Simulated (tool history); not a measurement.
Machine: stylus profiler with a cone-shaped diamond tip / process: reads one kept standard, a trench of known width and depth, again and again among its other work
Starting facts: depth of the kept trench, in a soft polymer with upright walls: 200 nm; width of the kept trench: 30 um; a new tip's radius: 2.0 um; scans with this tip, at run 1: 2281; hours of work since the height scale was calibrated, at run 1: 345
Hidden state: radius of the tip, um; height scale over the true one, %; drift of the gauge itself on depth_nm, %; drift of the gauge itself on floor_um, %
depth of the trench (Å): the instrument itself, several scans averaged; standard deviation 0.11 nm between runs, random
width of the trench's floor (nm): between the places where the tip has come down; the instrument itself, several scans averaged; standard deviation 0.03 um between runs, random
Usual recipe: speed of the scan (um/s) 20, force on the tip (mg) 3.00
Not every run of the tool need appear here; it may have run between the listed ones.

| run | hour | speed of the scan (um/s) | force on the tip (mg) | scans with this tip | hours of work since the height scale was calibrated | depth of the trench (Å) | width of the trench's floor (nm) |
|---|---|---|---|---|---|---|---|
| 1 | 0.0 | 20 | 3.00 | 2281 | 345 | 2017.6 | 27970 |
| 2 | 69.3 | 20 | 1.43 | 2531 | 383 | 2012.5 | 27990 |
| 3 | 130.0 | 20 | 1.43 | 2750 | 417 | 2013.6 | 27960 |
| 4 | 189.6 | 20 | 1.43 | 2965 | 449 | 2014.4 | 27970 |
| 5 | 227.5 | 20 | 1.43 | 3102 | 470 | 2014.0 | 27940 |
| 6 | 267.8 | 20 | 1.43 | 3248 | 492 | 2015.5 | 27920 |
| 7 | 322.7 | 31 | 3.00 | 3446 | 522 | 2019.8 | 27950 |
| 8 | 351.8 | 7 | 1.03 | 3551 | 538 | 2011.0 | 28010 |
| 9 | 407.5 | 7 | 1.03 | 3752 | 568 | 2012.1 | 27980 |
| 10 | 461.7 | 7 | 2.25 | 3948 | 598 | 2017.6 | 27960 |
| 11 | 521.7 | 50 | 8.82 | 4165 | 631 | 2036.6 | 27880 |
| 12 | 576.9 | 67 | 3.81 | 4364 | 661 | 2025.2 | 27720 |
| 13 | 623.3 | 20 | 1.40 | 4532 | 686 | 2014.1 | 27830 |
| 14 | 684.3 | 13 | 4.33 | 4752 | 720 | 2024.8 | 27830 |

Predict each of these 4 candidate next runs independently; none follows another, all start after run 14:
| A | 717.2 | 9 | 6.44 | 4871 | 738 | ? | ? |
| B | 717.2 | 37 | 3.00 | 4871 | 738 | ? | ? |
| C | 717.2 | 31 | 6.17 | 4871 | 738 | ? | ? |
| D | 717.2 | 20 | 3.22 | 4871 | 738 | ? | ? |

| run | depth of the trench (Å) | width of the trench's floor (nm) |
|---|---|---|
| A | 2031.8 | 27930 |
| B | 2019.7 | 27750 |
| C | 2030.9 | 27820 |
| D | 2023.2 | 27820 |
Without the tool's unlogged condition, the same runs would have read:
| run | depth of the trench (Å) | width of the trench's floor (nm) |
|---|---|---|
| A | 2025.6 | 28270 |
| B | 2013.6 | 28090 |
| C | 2024.8 | 28150 |
| D | 2017.1 | 28150 |
